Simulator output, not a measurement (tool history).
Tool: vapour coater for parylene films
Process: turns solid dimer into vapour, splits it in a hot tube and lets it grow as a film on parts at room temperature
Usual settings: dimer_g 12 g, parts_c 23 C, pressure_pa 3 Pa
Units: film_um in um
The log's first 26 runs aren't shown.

run 27 hour=642 | dimer_g=9 parts_c=20 pressure_pa=3.94 | film_um=2.53
run 28 hour=676.9 | dimer_g=9 parts_c=23 pressure_pa=4.05 | film_um=2.16
run 29 hour=708.5 | dimer_g=6 parts_c=33 pressure_pa=8.25 | film_um=0.78
run 30 hour=742.8 | dimer_g=5 parts_c=22 pressure_pa=3 | film_um=1.31
run 31 hour=761.5 | dimer_g=10 parts_c=20 pressure_pa=7.48 | film_um=2.45
run 32 hour=788.9 | dimer_g=15 parts_c=25 pressure_pa=2.38 | film_um=3.47
run 33 hour=824.1 | dimer_g=15 parts_c=25 pressure_pa=2.38 | film_um=3.46
run 34 hour=856.9 | dimer_g=19 parts_c=29 pressure_pa=3 | film_um=3.48
run 35 hour=884.6 | dimer_g=19 parts_c=29 pressure_pa=3 | film_um=3.44
run 36 hour=915.3 | dimer_g=12 parts_c=31 pressure_pa=3 | film_um=1.95
run 37 hour=936.5 | dimer_g=18 parts_c=19 pressure_pa=3 | film_um=5.11
run 38 hour=955.8 | dimer_g=18 parts_c=19 pressure_pa=3 | film_um=5.04
-- hour=975.9 trap's valve overhauled
run 39 hour=986.9 | dimer_g=18 parts_c=19 pressure_pa=3 | film_um=5.6
run 40 hour=1005.1 | dimer_g=11 parts_c=19 pressure_pa=3 | film_um=3.4
run 41 hour=1031.6 | dimer_g=5 parts_c=23 pressure_pa=3.31 | film_um=1.26
run 42 hour=1065.8 | dimer_g=17 parts_c=23 pressure_pa=3 | film_um=4.27
run 43 hour=1083.1 | dimer_g=17 parts_c=23 pressure_pa=3 | film_um=4.25
run 44 hour=1103.1 | dimer_g=17 parts_c=23 pressure_pa=3 | film_um=4.23
run 45 hour=1128.5 | dimer_g=19 parts_c=23 pressure_pa=2.9 | film_um=4.7
run 46 hour=1146.2 | dimer_g=19 parts_c=25 pressure_pa=2.9 | film_um=4.31
run 47 hour=1164.6 | dimer_g=11 parts_c=30 pressure_pa=6.73 | film_um=1.71
run 48 hour=1196 | dimer_g=8 parts_c=29 pressure_pa=7.47 | film_um=1.27

3 ways to go on from here, each from the tool as it stands after run 48. What would each give?
run A hour=1215.4 | dimer_g=8 parts_c=29 pressure_pa=9.15 | film_um=?
run B hour=1215.4 | dimer_g=8 parts_c=22 pressure_pa=8.79 | film_um=?
run C hour=1215.4 | dimer_g=12 parts_c=16 pressure_pa=3 | film_um=?

run=A film_um=1.23
run=B film_um=1.68
run=C film_um=3.99
Without the tool's hidden state the same runs would have given:
run=A film_um=1.34
run=B film_um=1.84
run=C film_um=4.35
